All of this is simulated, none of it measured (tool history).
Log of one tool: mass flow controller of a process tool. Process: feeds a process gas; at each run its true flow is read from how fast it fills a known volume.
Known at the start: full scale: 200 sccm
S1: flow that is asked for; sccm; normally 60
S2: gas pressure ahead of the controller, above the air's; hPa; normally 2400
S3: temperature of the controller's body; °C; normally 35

run 1 hour=0.0 | S1=60 S2=2400 S3=35 | true_flow_(%)=96.49
run 2 hour=158.8 | S1=60 S2=2400 S3=35 | true_flow_(%)=96.51
run 3 hour=433.3 | S1=60 S2=2400 S3=31 | true_flow_(%)=96.74
run 4 hour=604.7 | S1=60 S2=2400 S3=31 | true_flow_(%)=96.72
run 5 hour=721.9 | S1=60 S2=2400 S3=31 | true_flow_(%)=96.67
run 6 hour=953.1 | S1=60 S2=2400 S3=32 | true_flow_(%)=96.64
run 7 hour=1113.6 | S1=60 S2=2400 S3=35 | true_flow_(%)=96.34
run 8 hour=1232.1 | S1=60 S2=2400 S3=35 | true_flow_(%)=96.42
-- hour=1482.7 controller's zero set anew
run 9 hour=1499.8 | S1=60 S2=2400 S3=35 | true_flow_(%)=94.95
run 10 hour=1729.5 | S1=60 S2=1960 S3=35 | true_flow_(%)=95.11
run 11 hour=1889.5 | S1=60 S2=1960 S3=35 | true_flow_(%)=95.23
run 12 hour=2140.4 | S1=51 S2=2400 S3=35 | true_flow_(%)=94.77
run 13 hour=2290.4 | S1=60 S2=2400 S3=20 | true_flow_(%)=95.75
run 14 hour=2526.5 | S1=60 S2=2400 S3=20 | true_flow_(%)=95.69
run 15 hour=2708.2 | S1=60 S2=2400 S3=20 | true_flow_(%)=95.77
run 16 hour=2855.9 | S1=60 S2=2400 S3=20 | true_flow_(%)=95.58
run 17 hour=3060.7 | S1=60 S2=2400 S3=20 | true_flow_(%)=95.55
run 18 hour=3220.1 | S1=60 S2=2400 S3=20 | true_flow_(%)=95.72
run 19 hour=3438.4 | S1=40 S2=2570 S3=30 | true_flow_(%)=94.78
run 20 hour=3573.5 | S1=151 S2=1700 S3=28 | true_flow_(%)=96.31
run 21 hour=3816.3 | S1=151 S2=1810 S3=22 | true_flow_(%)=96.56
run 22 hour=4064.0 | S1=151 S2=1810 S3=22 | true_flow_(%)=96.58
run 23 hour=4261.8 | S1=151 S2=2650 S3=21 | true_flow_(%)=96.05
run 24 hour=4510.0 | S1=62 S2=2000 S3=24 | true_flow_(%)=95.49
run 25 hour=4706.8 | S1=149 S2=2510 S3=26 | true_flow_(%)=95.61
run 26 hour=4963.0 | S1=50 S2=1410 S3=35 | true_flow_(%)=95.20
run 27 hour=5105.4 | S1=50 S2=1410 S3=35 | true_flow_(%)=95.21
run 28 hour=5266.9 | S1=50 S2=1410 S3=35 | true_flow_(%)=95.12
run 29 hour=5522.8 | S1=50 S2=1410 S3=35 | true_flow_(%)=95.09
run 30 hour=5744.8 | S1=60 S2=2400 S3=39 | true_flow_(%)=94.05
run 31 hour=5862.7 | S1=87 S2=1920 S3=38 | true_flow_(%)=94.65
run 32 hour=6124.9 | S1=87 S2=2290 S3=32 | true_flow_(%)=94.74
run 33 hour=6249.5 | S1=31 S2=2400 S3=39 | true_flow_(%)=94.36
run 34 hour=6506.7 | S1=31 S2=2400 S3=39 | true_flow_(%)=94.41
run 35 hour=6770.9 | S1=31 S2=2400 S3=39 | true_flow_(%)=94.28
run 36 hour=6982.7 | S1=31 S2=2400 S3=39 | true_flow_(%)=94.35

Pick out some run-to-run changes in true flow (%). Of each, how much would a tool without hidden state show as well, from the settings, what came in and chance, and how much is left for the hidden state and any gauge scatter not in both results compared?
Hidden state present: flow at rest that the sensor doesn't see, % of full scale; true flow over the shown one, %; drift of the gauge itself on true_pct, %.
Run 8 -> 9: controller's zero set anew. true flow (%) -1.47: hidden state -1.41, all else -0.06.
Run 19 -> 20: S1 40 -> 151, S2 2570 -> 1700, S3 30 -> 28. true flow (%) +1.53: hidden state -0.38, all else +1.91.
Run 29 -> 30: S1 50 -> 60, S2 1410 -> 2400, S3 35 -> 39. true flow (%) -1.04: hidden state -0.15, all else -0.89.
Run 32 -> 33: S1 87 -> 31, S2 2290 -> 2400, S3 32 -> 39. true flow (%) -0.38: hidden state +0.88, all else -1.26.

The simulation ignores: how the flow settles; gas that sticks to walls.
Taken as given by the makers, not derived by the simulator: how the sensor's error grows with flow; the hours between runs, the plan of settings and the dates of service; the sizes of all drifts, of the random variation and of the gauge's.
